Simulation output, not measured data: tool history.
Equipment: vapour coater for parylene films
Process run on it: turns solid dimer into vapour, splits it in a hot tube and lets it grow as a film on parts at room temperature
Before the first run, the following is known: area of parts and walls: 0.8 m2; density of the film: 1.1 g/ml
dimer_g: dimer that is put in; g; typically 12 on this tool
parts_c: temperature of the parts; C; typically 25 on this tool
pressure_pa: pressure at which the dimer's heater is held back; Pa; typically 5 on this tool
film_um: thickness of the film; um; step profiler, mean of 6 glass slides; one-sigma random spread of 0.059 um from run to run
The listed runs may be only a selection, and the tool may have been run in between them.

run 1 hour=0 | dimer_g=12 parts_c=25 pressure_pa=5 | film_um=6.35
run 2 hour=19.7 | dimer_g=12 parts_c=25 pressure_pa=5 | film_um=6.42
run 3 hour=29.3 | dimer_g=12 parts_c=25 pressure_pa=5 | film_um=6.34
run 4 hour=46.7 | dimer_g=12 parts_c=25 pressure_pa=5 | film_um=6.37
run 5 hour=63.3 | dimer_g=12 parts_c=25 pressure_pa=2.36 | film_um=7.17
run 6 hour=73.2 | dimer_g=12 parts_c=25 pressure_pa=5 | film_um=6.37
run 7 hour=83 | dimer_g=12 parts_c=25 pressure_pa=5 | film_um=6.33
run 8 hour=96.5 | dimer_g=12 parts_c=25 pressure_pa=5 | film_um=6.28
run 9 hour=114.9 | dimer_g=12 parts_c=25 pressure_pa=5 | film_um=6.34
run 10 hour=128.5 | dimer_g=12 parts_c=34 pressure_pa=5 | film_um=5.23
run 11 hour=144.5 | dimer_g=12 parts_c=25 pressure_pa=3.33 | film_um=6.77
run 12 hour=162.8 | dimer_g=12 parts_c=25 pressure_pa=5.87 | film_um=6.02
run 13 hour=176.5 | dimer_g=7 parts_c=25 pressure_pa=5.87 | film_um=3.59
run 14 hour=193 | dimer_g=7 parts_c=25 pressure_pa=5.87 | film_um=3.59
run 15 hour=208.5 | dimer_g=7 parts_c=25 pressure_pa=5.87 | film_um=3.6
run 16 hour=228.6 | dimer_g=7 parts_c=25 pressure_pa=5.87 | film_um=3.56
run 17 hour=247.8 | dimer_g=7 parts_c=25 pressure_pa=5.87 | film_um=3.5
run 18 hour=264.9 | dimer_g=7 parts_c=25 pressure_pa=5.87 | film_um=3.5
run 19 hour=276.3 | dimer_g=7 parts_c=25 pressure_pa=5.87 | film_um=3.52
run 20 hour=287.3 | dimer_g=7 parts_c=25 pressure_pa=5.87 | film_um=3.45
-- hour=294.3 trap's valve overhauled
run 21 hour=304.9 | dimer_g=11 parts_c=25 pressure_pa=5.87 | film_um=6.14
run 22 hour=318 | dimer_g=11 parts_c=25 pressure_pa=5.87 | film_um=6.2
run 23 hour=327.4 | dimer_g=12 parts_c=25 pressure_pa=5.87 | film_um=6.6
run 24 hour=342.8 | dimer_g=12 parts_c=25 pressure_pa=6.6 | film_um=6.56
run 25 hour=353.5 | dimer_g=10 parts_c=25 pressure_pa=2.18 | film_um=6.5
run 26 hour=365.1 | dimer_g=13 parts_c=23 pressure_pa=5.65 | film_um=7.6
run 27 hour=383.5 | dimer_g=13 parts_c=33 pressure_pa=2.07 | film_um=7.34
run 28 hour=397.2 | dimer_g=9 parts_c=25 pressure_pa=8.72 | film_um=4.63
run 29 hour=417.6 | dimer_g=14 parts_c=18 pressure_pa=8.72 | film_um=8.17
run 30 hour=432.9 | dimer_g=7 parts_c=33 pressure_pa=6.95 | film_um=3.21
run 31 hour=442.4 | dimer_g=13 parts_c=25 pressure_pa=3.44 | film_um=7.75
run 32 hour=458.3 | dimer_g=6 parts_c=25 pressure_pa=5 | film_um=3.38
run 33 hour=473.1 | dimer_g=8 parts_c=25 pressure_pa=8.4 | film_um=4.12
run 34 hour=491.1 | dimer_g=8 parts_c=25 pressure_pa=8.4 | film_um=4.21
run 35 hour=500.7 | dimer_g=16 parts_c=37 pressure_pa=7.41 | film_um=6.6
run 36 hour=517.1 | dimer_g=16 parts_c=37 pressure_pa=7.41 | film_um=6.63
run 37 hour=533.2 | dimer_g=12 parts_c=18 pressure_pa=5 | film_um=7.63
run 38 hour=551.7 | dimer_g=8 parts_c=18 pressure_pa=7.46 | film_um=4.75
run 39 hour=563.5 | dimer_g=8 parts_c=18 pressure_pa=6.44 | film_um=4.86
run 40 hour=572.1 | dimer_g=18 parts_c=25 pressure_pa=3.66 | film_um=10.49
run 41 hour=586.6 | dimer_g=14 parts_c=29 pressure_pa=5 | film_um=7.24
run 42 hour=595.1 | dimer_g=11 parts_c=32 pressure_pa=2.7 | film_um=5.85
run 43 hour=613.9 | dimer_g=11 parts_c=32 pressure_pa=2.7 | film_um=5.83

For some of the steps in film_um from one run to the next: how much would appear even if the tool had no hidden state, given the settings, what came in and random variation, and how much remains for the hidden state plus any gauge scatter that the measured result and the result without hidden state don't share?
The tool's hidden condition here consists of: vapour lost through the trap's worn valve, %; true temperature of the parts over the reading, C; drift of the gauge itself on film_um, %.
Run 12 -> 13: dimer_g 12 -> 7. film_um -2.43 um: hidden state +0.25, all else -2.68.
Run 20 -> 21: dimer_g 7 -> 11, trap's valve overhauled. film_um +2.69 um: hidden state +0.38, all else +2.31.
Run 29 -> 30: dimer_g 14 -> 7, parts_c 18 -> 33, pressure_pa 8.72 -> 6.95. film_um -4.96 um: hidden state +0.13, all else -5.09.
Run 30 -> 31: dimer_g 7 -> 13, parts_c 33 -> 25, pressure_pa 6.95 -> 3.44. film_um +4.54 um: hidden state -0.14, all else +4.68.
Run 39 -> 40: dimer_g 8 -> 18, parts_c 18 -> 25, pressure_pa 6.44 -> 3.66. film_um +5.63 um: hidden state -0.27, all else +5.9.
